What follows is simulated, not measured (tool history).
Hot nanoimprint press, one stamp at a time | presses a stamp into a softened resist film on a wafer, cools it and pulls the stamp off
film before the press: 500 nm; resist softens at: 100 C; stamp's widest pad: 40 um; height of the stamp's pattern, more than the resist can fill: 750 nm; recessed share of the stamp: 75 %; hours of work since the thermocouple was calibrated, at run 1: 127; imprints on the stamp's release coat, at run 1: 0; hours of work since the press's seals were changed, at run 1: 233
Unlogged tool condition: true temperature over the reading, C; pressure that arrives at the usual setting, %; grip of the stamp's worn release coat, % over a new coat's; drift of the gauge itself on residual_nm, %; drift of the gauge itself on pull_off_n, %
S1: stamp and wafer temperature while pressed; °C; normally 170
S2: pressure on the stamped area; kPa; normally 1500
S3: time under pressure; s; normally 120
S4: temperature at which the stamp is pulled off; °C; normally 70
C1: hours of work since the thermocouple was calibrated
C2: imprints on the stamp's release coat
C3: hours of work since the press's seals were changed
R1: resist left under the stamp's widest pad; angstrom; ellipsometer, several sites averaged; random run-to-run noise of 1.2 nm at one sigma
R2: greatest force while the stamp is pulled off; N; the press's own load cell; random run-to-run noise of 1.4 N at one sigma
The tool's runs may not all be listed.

Run 1, hour 0.0: usual settings; C1 127; C2 0; C3 233. Result: R1 1947 angstrom, R2 92 N.
Run 2, hour 18.9: usual settings; C1 138; C2 59; C3 244. Result: R1 1962 angstrom, R2 95 N.
Run 3, hour 40.8: usual settings; C1 151; C2 127; C3 257. Result: R1 1963 angstrom, R2 93 N.
Run 4, hour 56.6: usual settings; C1 161; C2 176; C3 267. Result: R1 1958 angstrom, R2 97 N.
Run 5, hour 78.8: usual settings; C1 174; C2 245; C3 280. Result: R1 1948 angstrom, R2 98 N.
Run 6, hour 98.0: usual settings but S1 169 °C; C1 185; C2 305; C3 291. Result: R1 2091 angstrom, R2 98 N.
Run 7, hour 112.1: usual settings but S1 169 °C, S4 65 °C; C1 194; C2 349; C3 300. Result: R1 2073 angstrom, R2 107 N.
Run 8, hour 128.3: usual settings but S1 161 °C, S4 65 °C; C1 203; C2 399; C3 309. Result: R1 3064 angstrom, R2 109 N.
Run 9, hour 141.9: usual settings but S1 161 °C, S4 65 °C; C1 211; C2 442; C3 317. Result: R1 3029 angstrom, R2 107 N.
Run 10, hour 163.7: usual settings but S1 161 °C, S4 74 °C; C1 224; C2 510; C3 330. Result: R1 3058 angstrom, R2 91 N.
Run 11, hour 186.5: usual settings but S1 161 °C, S4 74 °C; C1 238; C2 581; C3 344. Result: R1 3056 angstrom, R2 91 N.
Run 12, hour 198.8: usual settings but S1 161 °C, S4 74 °C; C1 245; C2 619; C3 351. Result: R1 3043 angstrom, R2 93 N.
Run 13, hour 214.8: usual settings; C1 255; C2 669; C3 361. Result: R1 1999 angstrom, R2 99 N.
Run 14, hour 229.7: usual settings but S2 1970 kPa; C1 264; C2 715; C3 370. Result: R1 1705 angstrom, R2 101 N.
Run 15, hour 241.6: usual settings; C1 271; C2 752; C3 377. Result: R1 1986 angstrom, R2 103 N.
Run 16, hour 258.5: usual settings; C1 281; C2 805; C3 387. Result: R1 2011 angstrom, R2 104 N.
Run 17, hour 270.2: usual settings but S2 930 kPa, S3 67 s; C1 288; C2 841; C3 394. Result: R1 3066 angstrom, R2 98 N.
Run 18, hour 285.1: usual settings but S1 181 °C, S2 1590 kPa, S3 73 s, S4 73 °C; C1 297; C2 888; C3 403. Result: R1 1371 angstrom, R2 96 N.
Run 19, hour 299.0: usual settings but S1 181 °C, S2 1590 kPa, S3 73 s, S4 73 °C; C1 305; C2 931; C3 411. Result: R1 1390 angstrom, R2 94 N.
Run 20, hour 312.2: usual settings but S1 179 °C, S2 1090 kPa, S3 150 s, S4 61 °C; C1 313; C2 972; C3 419. Result: R1 1441 angstrom, R2 119 N.
Run 21, hour 327.0: usual settings but S1 179 °C, S2 1090 kPa, S3 150 s, S4 61 °C; C1 322; C2 1018; C3 428. Result: R1 1431 angstrom, R2 120 N.
Run 22, hour 350.2: usual settings but S2 1130 kPa, S3 83 s, S4 64 °C; C1 336; C2 1090; C3 442. Result: R1 2642 angstrom, R2 115 N.
Run 23, hour 360.9: usual settings but S1 177 °C, S2 950 kPa, S3 158 s, S4 73 °C; C1 342; C2 1123; C3 448. Result: R1 1682 angstrom, R2 98 N.
Run 24, hour 383.9: usual settings but S2 1520 kPa, S4 57 °C; C1 356; C2 1195; C3 462. Result: R1 1995 angstrom, R2 132 N.
At hour 395.1: plate thermocouple calibrated.
Run 25, hour 405.3: usual settings but S2 1520 kPa, S4 57 °C; C1 6; C2 1252; C3 473. Result: R1 1962 angstrom, R2 132 N.
Run 26, hour 420.7: usual settings but S2 1570 kPa, S3 137 s; C1 15; C2 1300; C3 482. Result: R1 1829 angstrom, R2 104 N.
Run 27, hour 442.7: usual settings but S1 179 °C, S2 1380 kPa, S3 117 s, S4 78 °C; C1 28; C2 1369; C3 495. Result: R1 1361 angstrom, R2 88 N.
Run 28, hour 458.8: usual settings but S2 1040 kPa; C1 38; C2 1419; C3 505. Result: R1 2396 angstrom, R2 103 N.
Run 29, hour 475.6: usual settings but S1 172 °C, S3 64 s; C1 48; C2 1471; C3 515. Result: R1 2226 angstrom, R2 105 N.
Run 30, hour 494.8: usual settings but S1 172 °C, S3 64 s; C1 59; C2 1531; C3 526. Result: R1 2242 angstrom, R2 109 N.

Had the tool no unlogged condition, and each run kept its random variation, what would the results have been?
run    R1   R2
  1  1905   92
  2  1917   94
  3  1912   92
  4  1905   95
  5  1891   95
  6  2026   95
  7  2005  103
  8  2973  104
  9  2935  102
 10  2958   86
 11  2950   86
 12  2934   87
 13  1913   92
 14  1617   93
 15  1895   95
 16  1915   96
 17  2964   89
 18  1301   87
 19  1318   85
 20  1374  108
 21  1362  108
 22  2519  103
 23  1600   87
 24  1874  117
 25  1908  118
 26  1773   93
 27  1320   78
 28  2340   90
 29  2152   92
 30  2163   94
